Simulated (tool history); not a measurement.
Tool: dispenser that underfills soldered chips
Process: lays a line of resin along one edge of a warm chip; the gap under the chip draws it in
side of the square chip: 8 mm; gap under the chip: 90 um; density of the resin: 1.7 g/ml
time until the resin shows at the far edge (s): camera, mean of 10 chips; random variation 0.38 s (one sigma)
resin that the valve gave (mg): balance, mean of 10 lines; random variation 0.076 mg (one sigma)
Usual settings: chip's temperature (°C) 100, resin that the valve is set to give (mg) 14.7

run	hour	chip's temperature (°C)	resin that the valve is set to give (mg)	time until the resin shows at the far edge (s)	resin that the valve gave (mg)
1	0.0	100	14.7	25.1	13.94
# hour 3.1: new syringe of resin
2	10.6	100	14.7	26.4	13.88
# hour 12.1: new syringe of resin
# hour 20.3: new syringe of resin
3	23.2	85	14.7	44.4	13.82
# hour 28.9: new syringe of resin
4	33.8	113	14.7	14.6	13.94
# hour 37.7: new syringe of resin
5	42.7	113	14.7	14.8	13.74
# hour 46.0: new syringe of resin
6	48.2	100	14.7	23.3	13.71
# hour 54.3: new syringe of resin
7	61.3	100	14.7	26.3	13.68
# hour 62.8: new syringe of resin
8	68.2	100	14.7	25.6	13.47
# hour 71.5: new syringe of resin
# hour 80.2: new syringe of resin
9	80.8	100	14.7	21.3	13.49
# hour 88.5: new syringe of resin
10	90.2	100	14.7	22.7	13.33
# hour 96.9: new syringe of resin
11	100.5	100	14.7	24.3	13.22
# hour 105.2: new syringe of resin
12	110.4	102	14.7	21.7	13.27
# hour 114.2: new syringe of resin
13	116.0	100	12.8	24.1	11.59
# hour 122.4: new syringe of resin
# hour 123.4: dispensing valve cleaned and set on the balance
14	123.4	100	12.8	20.6	12.79
# hour 131.8: new syringe of resin
15	132.3	100	12.8	21.6	12.89
16	137.8	100	12.8	25.6	12.63
# hour 140.4: new syringe of resin
17	143.5	100	15.7	22.6	15.66
# hour 148.9: new syringe of resin
18	152.9	106	13.0	20.0	12.66
# hour 158.0: new syringe of resin
19	161.8	88	14.7	37.3	14.54
# hour 166.6: new syringe of resin
20	172.5	104	16.6	21.1	16.17
# hour 175.1: new syringe of resin
# hour 183.3: new syringe of resin
21	184.1	104	18.1	18.7	17.31
# hour 191.9: new syringe of resin
22	196.0	104	18.1	19.9	17.54
# hour 200.3: new syringe of resin
23	205.4	112	15.6	15.7	14.82
# hour 208.5: new syringe of resin
# hour 216.7: new syringe of resin
24	216.7	112	15.6	13.3	14.82
# hour 224.8: new syringe of resin
# hour 225.8: stage's temperature calibrated
25	230.9	112	15.6	17.2	14.86
# hour 234.3: new syringe of resin
26	242.0	109	15.3	20.1	14.47
# hour 243.4: new syringe of resin
27	249.5	109	14.1	19.7	13.24
# hour 251.8: new syringe of resin
# hour 260.6: new syringe of resin
28	262.6	109	14.6	16.7	13.63
# hour 269.3: new syringe of resin
29	271.0	113	12.5	16.1	11.59
# hour 278.3: new syringe of resin
30	282.9	113	12.5	17.1	11.40
# hour 286.5: new syringe of resin
# hour 295.4: new syringe of resin
31	295.9	104	14.7	20.1	13.39
# hour 304.0: new syringe of resin
32	305.0	95	14.0	30.2	12.69
# hour 312.3: new syringe of resin
33	318.1	95	14.0	33.4	12.53

4 ways to go on from here, each from the tool as it stands after run 33. What would each give?
# hour 320.8: new syringe of resin
A	328.3	100	17.8	?	?
# hour 320.8: new syringe of resin
B	328.3	88	13.1	?	?
# hour 320.8: new syringe of resin
C	328.3	89	17.3	?	?
# hour 320.8: new syringe of resin
D	328.3	93	16.8	?	?

run	time until the resin shows at the far edge (s)	resin that the valve gave (mg)
A	27.7	16.12
B	49.3	11.87
C	42.9	15.70
D	37.0	15.11
Without the tool's hidden state the same runs would have given:
run	time until the resin shows at the far edge (s)	resin that the valve gave (mg)
A	22.6	17.92
B	39.3	13.19
C	35.0	17.45
D	30.2	16.79

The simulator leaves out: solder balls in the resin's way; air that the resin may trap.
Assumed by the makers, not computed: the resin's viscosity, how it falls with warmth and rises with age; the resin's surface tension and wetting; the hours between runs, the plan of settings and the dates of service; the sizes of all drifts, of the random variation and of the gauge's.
